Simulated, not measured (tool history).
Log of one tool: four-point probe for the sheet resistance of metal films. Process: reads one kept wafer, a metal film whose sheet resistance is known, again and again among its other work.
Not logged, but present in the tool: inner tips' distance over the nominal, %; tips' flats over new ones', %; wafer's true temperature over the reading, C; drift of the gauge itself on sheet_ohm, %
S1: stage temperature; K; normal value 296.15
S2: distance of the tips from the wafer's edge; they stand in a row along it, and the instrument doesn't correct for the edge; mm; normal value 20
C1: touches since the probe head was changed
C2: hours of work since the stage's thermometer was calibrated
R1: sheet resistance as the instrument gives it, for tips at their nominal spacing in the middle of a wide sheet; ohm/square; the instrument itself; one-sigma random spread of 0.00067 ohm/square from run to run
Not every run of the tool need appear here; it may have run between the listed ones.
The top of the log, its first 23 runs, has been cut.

| run | day | S1 | S2 | C1 | C2 | R1 |
|---|---|---|---|---|---|---|
| 24 | 24.167 | 301.15 | 20 | 7420 | 810 | 3.351572 |
| 25 | 24.821 | 308.15 | 20 | 7835 | 817 | 3.352243 |
| 26 | 25.604 | 308.15 | 20 | 8332 | 826 | 3.351988 |
| 27 | 26.588 | 300.15 | 5 | 8951 | 837 | 3.418411 |
|  | 26.717 | stage's thermometer calibrated |
| 28 | 27.329 | 292.15 | 74 | 9407 | 7 | 3.348558 |
| 29 | 28.671 | 306.15 | 4 | 10257 | 22 | 3.456188 |
| 30 | 30.062 | 306.15 | 4 | 11139 | 37 | 3.458749 |
| 31 | 31.471 | 306.15 | 4 | 12028 | 52 | 3.458026 |
| 32 | 32.179 | 297.15 | 5 | 12478 | 60 | 3.419007 |
| 33 | 33.100 | 297.15 | 5 | 13060 | 70 | 3.420391 |
|  | 33.325 | stage's thermometer calibrated, once more |
| 34 | 33.892 | 301.15 | 73 | 13549 | 6 | 3.351291 |
| 35 | 34.979 | 301.15 | 73 | 14237 | 18 | 3.352823 |
| 36 | 36.238 | 299.15 | 31 | 15032 | 32 | 3.354556 |
| 37 | 37.025 | 300.15 | 13 | 15530 | 41 | 3.363501 |
| 38 | 38.300 | 300.15 | 13 | 16338 | 55 | 3.362796 |
| 39 | 39.104 | 301.15 | 13 | 16846 | 64 | 3.364649 |
| 40 | 40.546 | 298.15 | 71 | 17759 | 80 | 3.352957 |
| 41 | 41.283 | 298.15 | 71 | 18225 | 88 | 3.353540 |
| 42 | 42.604 | 301.15 | 6 | 19061 | 102 | 3.403113 |
| 43 | 43.400 | 304.15 | 10 | 19565 | 111 | 3.371903 |
| 44 | 44.012 | 291.15 | 4 | 19952 | 118 | 3.463020 |
| 45 | 45.288 | 291.15 | 4 | 20759 | 132 | 3.464263 |

Predict each of these 4 candidate next runs independently; none follows another, all start after run 45:
| A | 46.196 | 296.15 | 5 | 21332 | 142 | ? |
| B | 46.196 | 293.15 | 65 | 21332 | 142 | ? |
| C | 46.196 | 291.15 | 4 | 21332 | 142 | ? |
| D | 46.196 | 305.15 | 4 | 21332 | 142 | ? |

| run | R1 |
|---|---|
| A | 3.426743 |
| B | 3.356473 |
| C | 3.465171 |
| D | 3.464269 |
Stripped of hidden state, with their random variation kept, the same runs would have yielded:
| run | R1 |
|---|---|
| A | 3.429819 |
| B | 3.359493 |
| C | 3.468284 |
| D | 3.467366 |

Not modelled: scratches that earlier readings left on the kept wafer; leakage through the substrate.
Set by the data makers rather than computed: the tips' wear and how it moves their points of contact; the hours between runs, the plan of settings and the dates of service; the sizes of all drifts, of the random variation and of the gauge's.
